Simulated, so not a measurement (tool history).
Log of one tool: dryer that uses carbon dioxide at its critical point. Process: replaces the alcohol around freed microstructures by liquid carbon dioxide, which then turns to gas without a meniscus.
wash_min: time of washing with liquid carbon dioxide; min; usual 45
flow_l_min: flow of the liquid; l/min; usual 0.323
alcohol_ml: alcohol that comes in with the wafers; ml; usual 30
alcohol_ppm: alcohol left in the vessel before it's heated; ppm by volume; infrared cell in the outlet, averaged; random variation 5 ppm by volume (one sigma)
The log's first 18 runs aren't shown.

{"run": 19, "hour": 803.5, "wash_min": 45, "flow_l_min": 0.323, "alcohol_ml": 30, "alcohol_ppm": 114}
{"run": 20, "hour": 830.3, "wash_min": 46, "flow_l_min": 0.195, "alcohol_ml": 84, "alcohol_ppm": 1119}
{"run": 21, "hour": 883.5, "wash_min": 46, "flow_l_min": 0.322, "alcohol_ml": 95, "alcohol_ppm": 189}
{"run": 22, "hour": 928.8, "wash_min": 46, "flow_l_min": 0.322, "alcohol_ml": 95, "alcohol_ppm": 204}
{"run": 23, "hour": 957.3, "wash_min": 29, "flow_l_min": 0.322, "alcohol_ml": 64, "alcohol_ppm": 729}
{"run": 24, "hour": 1022.3, "wash_min": 46, "flow_l_min": 0.303, "alcohol_ml": 29, "alcohol_ppm": 135}
{"run": 25, "hour": 1062.1, "wash_min": 46, "flow_l_min": 0.303, "alcohol_ml": 29, "alcohol_ppm": 149}
{"run": 26, "hour": 1121.8, "wash_min": 33, "flow_l_min": 0.323, "alcohol_ml": 30, "alcohol_ppm": 297}
{"run": 27, "hour": 1165.0, "wash_min": 48, "flow_l_min": 0.247, "alcohol_ml": 105, "alcohol_ppm": 583}
{"hour": 1170.3, "done": "inlet filter changed"}
{"run": 28, "hour": 1223.5, "wash_min": 56, "flow_l_min": 0.495, "alcohol_ml": 105, "alcohol_ppm": 112}
{"run": 29, "hour": 1277.3, "wash_min": 56, "flow_l_min": 0.495, "alcohol_ml": 105, "alcohol_ppm": 116}
{"run": 30, "hour": 1319.7, "wash_min": 56, "flow_l_min": 0.495, "alcohol_ml": 105, "alcohol_ppm": 113}
{"run": 31, "hour": 1373.8, "wash_min": 71, "flow_l_min": 0.41, "alcohol_ml": 66, "alcohol_ppm": 116}
{"run": 32, "hour": 1430.9, "wash_min": 70, "flow_l_min": 0.547, "alcohol_ml": 51, "alcohol_ppm": 130}
{"run": 33, "hour": 1476.0, "wash_min": 41, "flow_l_min": 0.224, "alcohol_ml": 36, "alcohol_ppm": 484}
{"run": 34, "hour": 1523.0, "wash_min": 45, "flow_l_min": 0.349, "alcohol_ml": 46, "alcohol_ppm": 154}
{"run": 35, "hour": 1559.4, "wash_min": 47, "flow_l_min": 0.323, "alcohol_ml": 30, "alcohol_ppm": 147}
{"run": 36, "hour": 1596.4, "wash_min": 47, "flow_l_min": 0.323, "alcohol_ml": 30, "alcohol_ppm": 162}
{"run": 37, "hour": 1630.5, "wash_min": 47, "flow_l_min": 0.323, "alcohol_ml": 30, "alcohol_ppm": 163}
{"run": 38, "hour": 1691.5, "wash_min": 47, "flow_l_min": 0.309, "alcohol_ml": 23, "alcohol_ppm": 156}

5 ways to go on from here, each from the tool as it stands after run 38. What would each give?
{"run": "A", "hour": 1749.8, "wash_min": 50, "flow_l_min": 0.323, "alcohol_ml": 79, "alcohol_ppm": "?"}
{"run": "B", "hour": 1749.8, "wash_min": 47, "flow_l_min": 0.238, "alcohol_ml": 63, "alcohol_ppm": "?"}
{"run": "C", "hour": 1749.8, "wash_min": 33, "flow_l_min": 0.309, "alcohol_ml": 61, "alcohol_ppm": "?"}
{"run": "D", "hour": 1749.8, "wash_min": 47, "flow_l_min": 0.202, "alcohol_ml": 23, "alcohol_ppm": "?"}
{"run": "E", "hour": 1749.8, "wash_min": 47, "flow_l_min": 0.28, "alcohol_ml": 23, "alcohol_ppm": "?"}

run=A alcohol_ppm=186
run=B alcohol_ppm=469
run=C alcohol_ppm=606
run=D alcohol_ppm=390
run=E alcohol_ppm=193
Without the tool's hidden state the same runs would have given:
run=A alcohol_ppm=22
run=B alcohol_ppm=206
run=C alcohol_ppm=301
run=D alcohol_ppm=167
run=E alcohol_ppm=32

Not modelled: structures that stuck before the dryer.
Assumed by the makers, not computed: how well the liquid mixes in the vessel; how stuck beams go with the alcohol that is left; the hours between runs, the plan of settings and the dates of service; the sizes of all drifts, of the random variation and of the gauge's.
